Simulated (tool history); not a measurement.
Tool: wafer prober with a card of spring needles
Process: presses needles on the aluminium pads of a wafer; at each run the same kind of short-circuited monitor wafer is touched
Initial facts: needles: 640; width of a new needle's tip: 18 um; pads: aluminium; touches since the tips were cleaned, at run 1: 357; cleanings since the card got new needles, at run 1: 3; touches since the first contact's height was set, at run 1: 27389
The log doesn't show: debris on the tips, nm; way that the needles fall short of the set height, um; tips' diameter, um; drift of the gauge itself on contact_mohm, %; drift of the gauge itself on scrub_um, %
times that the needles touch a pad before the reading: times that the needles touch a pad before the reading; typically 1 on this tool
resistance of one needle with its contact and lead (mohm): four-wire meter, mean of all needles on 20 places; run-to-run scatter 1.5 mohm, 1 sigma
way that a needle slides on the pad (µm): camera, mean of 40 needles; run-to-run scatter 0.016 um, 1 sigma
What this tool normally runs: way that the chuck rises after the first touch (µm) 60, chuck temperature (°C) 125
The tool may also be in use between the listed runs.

run	hour	way that the chuck rises after the first touch (µm)	chuck temperature (°C)	times that the needles touch a pad before the reading	touches since the tips were cleaned	cleanings since the card got new needles	touches since the first contact's height was set	resistance of one needle with its contact and lead (mohm)	way that a needle slides on the pad (µm)
1	0	60	125	1	357	3	27389	147	12.26
2	5.6	60	53	1	1915	3	28947	134	12.26
3	10.2	60	125	1	3177	3	30209	144	12.24
4	19.3	60	125	1	5699	3	32731	144	12.27
5	24.3	60	125	1	7082	3	34114	147	12.25
# hour 27: tips cleaned on abrasive film
6	29.8	60	125	1	774	4	35601	148	12.25
7	36	60	125	1	2485	4	37312	145	12.22
8	40.6	60	34	1	3742	4	38569	132	12.25
9	48.5	60	34	1	5933	4	40760	132	12.25
# hour 55.2: tips cleaned on abrasive film
10	57.3	60	34	1	585	5	43160	132	12.26
11	64.5	60	34	1	2584	5	45159	129	12.24
12	70.7	60	125	1	4299	5	46874	146	12.27
13	78.4	58	125	2	6428	5	49003	147	11.84
# hour 83.1: tips cleaned on abrasive film
14	89.2	61	125	2	1688	6	51958	146	12.45
15	97.3	55	45	3	3918	6	54188	134	11.24
16	101.8	55	45	3	5171	6	55441	133	11.2
17	109.9	55	45	3	7387	6	57657	133	11.23
# hour 111.7: tips cleaned on abrasive film
18	116.6	49	103	2	1376	7	59501	146	10.02
19	125.3	42	46	2	3778	7	61903	141	8.59
20	133.1	42	46	2	5911	7	64036	141	8.58
# hour 139.6: tips cleaned on abrasive film
21	140.6	58	81	2	290	8	66105	140	11.81
22	149	46	28	2	2594	8	68409	133	9.35
23	158.7	57	125	2	5291	8	71106	147	11.62

Alternative continuations, all from the tool just after run 23; predict every row:
A	166.6	63	45	1	7448	8	73263	?	?
B	166.6	57	125	2	7448	8	73263	?	?
C	166.6	57	119	1	7448	8	73263	?	?
D	166.6	71	125	2	7448	8	73263	?	?
E	166.6	60	102	2	7448	8	73263	?	?

run	resistance of one needle with its contact and lead (mohm)	way that a needle slides on the pad (µm)
A	131	12.86
B	147	11.61
C	148	11.63
D	143	14.45
E	142	12.28
With the hidden condition removed and each run's random variation left untouched, the same runs would have given:
run	resistance of one needle with its contact and lead (mohm)	way that a needle slides on the pad (µm)
A	130	12.87
B	146	11.62
C	147	11.63
D	143	14.46
E	141	12.29

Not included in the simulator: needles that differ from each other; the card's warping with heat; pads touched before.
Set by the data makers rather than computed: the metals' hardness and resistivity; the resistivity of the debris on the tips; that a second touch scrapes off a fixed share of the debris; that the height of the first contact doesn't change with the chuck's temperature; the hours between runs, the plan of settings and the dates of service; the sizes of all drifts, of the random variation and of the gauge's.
